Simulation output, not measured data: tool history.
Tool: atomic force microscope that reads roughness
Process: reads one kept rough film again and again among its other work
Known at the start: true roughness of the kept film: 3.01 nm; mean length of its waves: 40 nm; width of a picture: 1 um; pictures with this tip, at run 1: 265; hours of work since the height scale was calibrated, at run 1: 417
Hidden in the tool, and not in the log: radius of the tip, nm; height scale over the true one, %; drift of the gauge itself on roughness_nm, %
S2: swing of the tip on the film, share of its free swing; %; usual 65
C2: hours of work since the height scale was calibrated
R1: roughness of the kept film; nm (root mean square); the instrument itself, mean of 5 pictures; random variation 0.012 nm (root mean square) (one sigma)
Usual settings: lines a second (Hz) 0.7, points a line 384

Run 1, hour 0: usual settings; pictures with this tip 265; C2 417. Result: R1 2.304 nm (root mean square).
Run 2, hour 28.2: usual settings but S2 73 %; pictures with this tip 293; C2 433. Result: R1 2.214 nm (root mean square).
Run 3, hour 45.5: usual settings but S2 73 %; pictures with this tip 310; C2 443. Result: R1 2.198 nm (root mean square).
At hour 50.9: new tip fitted.
Run 4, hour 71.8: usual settings but S2 73 %, points a line 625; pictures with this tip 20; C2 459. Result: R1 2.639 nm (root mean square).
Run 5, hour 102.2: usual settings; pictures with this tip 50; C2 476. Result: R1 2.623 nm (root mean square).
Run 6, hour 129.6: usual settings but S2 67 %; pictures with this tip 77; C2 492. Result: R1 2.573 nm (root mean square).
Run 7, hour 155.8: usual settings but S2 67 %; pictures with this tip 103; C2 508. Result: R1 2.507 nm (root mean square).
Run 8, hour 172.5: usual settings but S2 67 %; pictures with this tip 119; C2 518. Result: R1 2.48 nm (root mean square).
Run 9, hour 193.4: usual settings but S2 67 %; pictures with this tip 139; C2 530. Result: R1 2.449 nm (root mean square).
Run 10, hour 217.2: usual settings but lines a second (Hz) 1.577; pictures with this tip 163; C2 544. Result: R1 2.34 nm (root mean square).
Run 11, hour 243.1: usual settings but lines a second (Hz) 1.577; pictures with this tip 188; C2 559. Result: R1 2.326 nm (root mean square).
Run 12, hour 261.2: usual settings but points a line 363; pictures with this tip 206; C2 570. Result: R1 2.364 nm (root mean square).
Run 13, hour 295.6: usual settings but points a line 363; pictures with this tip 240; C2 590. Result: R1 2.306 nm (root mean square).
Run 14, hour 324.1: usual settings; pictures with this tip 268; C2 606. Result: R1 2.269 nm (root mean square).
Run 15, hour 351.5: usual settings; pictures with this tip 295; C2 623. Result: R1 2.218 nm (root mean square).
At hour 372: new tip fitted.
Run 16, hour 379.2: usual settings but points a line 766; pictures with this tip 7; C2 639. Result: R1 2.706 nm (root mean square).
Run 17, hour 395.6: usual settings; pictures with this tip 23; C2 648. Result: R1 2.68 nm (root mean square).
Run 18, hour 423.9: usual settings but S2 78 %, points a line 1007; pictures with this tip 51; C2 665. Result: R1 2.543 nm (root mean square).
Run 19, hour 458.8: usual settings but S2 73 %, points a line 292; pictures with this tip 85; C2 685. Result: R1 2.537 nm (root mean square).
Run 20, hour 482.5: usual settings but S2 85 %, points a line 292; pictures with this tip 109; C2 699. Result: R1 2.388 nm (root mean square).
Run 21, hour 509.4: usual settings but points a line 292; pictures with this tip 135; C2 715. Result: R1 2.47 nm (root mean square).
Run 22, hour 537.7: usual settings but lines a second (Hz) 2.468, S2 72 %, points a line 298; pictures with this tip 163; C2 731. Result: R1 2.2 nm (root mean square).
Run 23, hour 563.2: usual settings but lines a second (Hz) 1.739, S2 72 %, points a line 409; pictures with this tip 188; C2 746. Result: R1 2.257 nm (root mean square).
Run 24, hour 581.9: usual settings but lines a second (Hz) 1.739, S2 72 %, points a line 409; pictures with this tip 206; C2 757. Result: R1 2.207 nm (root mean square).
Run 25, hour 602.1: usual settings but points a line 483; pictures with this tip 226; C2 769. Result: R1 2.335 nm (root mean square).
Run 26, hour 625.7: usual settings but S2 73 %, points a line 994; pictures with this tip 249; C2 783. Result: R1 2.27 nm (root mean square).
Run 27, hour 647.1: usual settings but S2 77 %; pictures with this tip 270; C2 796. Result: R1 2.225 nm (root mean square).
Run 28, hour 665.6: usual settings but lines a second (Hz) 2.6, S2 72 %; pictures with this tip 288; C2 806. Result: R1 2.005 nm (root mean square).
Run 29, hour 684.7: usual settings but lines a second (Hz) 2.495, S2 79 %, points a line 315; pictures with this tip 307; C2 818. Result: R1 1.868 nm (root mean square).
At hour 692.2: new tip fitted.
Run 30, hour 702.9: usual settings but lines a second (Hz) 2.495, S2 79 %, points a line 315; pictures with this tip 10; C2 828. Result: R1 2.254 nm (root mean square).
Run 31, hour 724: usual settings but lines a second (Hz) 0.808; pictures with this tip 31; C2 840. Result: R1 2.616 nm (root mean square).
Run 32, hour 758.6: usual settings but lines a second (Hz) 2.899; pictures with this tip 65; C2 861. Result: R1 2.39 nm (root mean square).
Run 33, hour 776.9: usual settings but lines a second (Hz) 2.137, S2 72 %; pictures with this tip 83; C2 871. Result: R1 2.303 nm (root mean square).

Hidden state at the last listed run before each entry between runs and at the first one after, where it differs:
Between runs 3 and 4: new tip fitted (hour 50.9)
  radius of the tip, nm: 41.4 -> 12.6; height scale over the true one, %: 0.03 -> 0.04
  measured less the result without the state, R1: -0.476 -> -0.046 nm (root mean square)
Between runs 15 and 16: new tip fitted (hour 372)
  radius of the tip, nm: 40.6 -> 10.6
  measured less the result without the state, R1: -0.467 -> -0.009 nm (root mean square)
Between runs 29 and 30: new tip fitted (hour 692.2)
  radius of the tip, nm: 41.3 -> 12; height scale over the true one, %: 0.17 -> 0.18
  measured less the result without the state, R1: -0.401 -> -0.028 nm (root mean square)
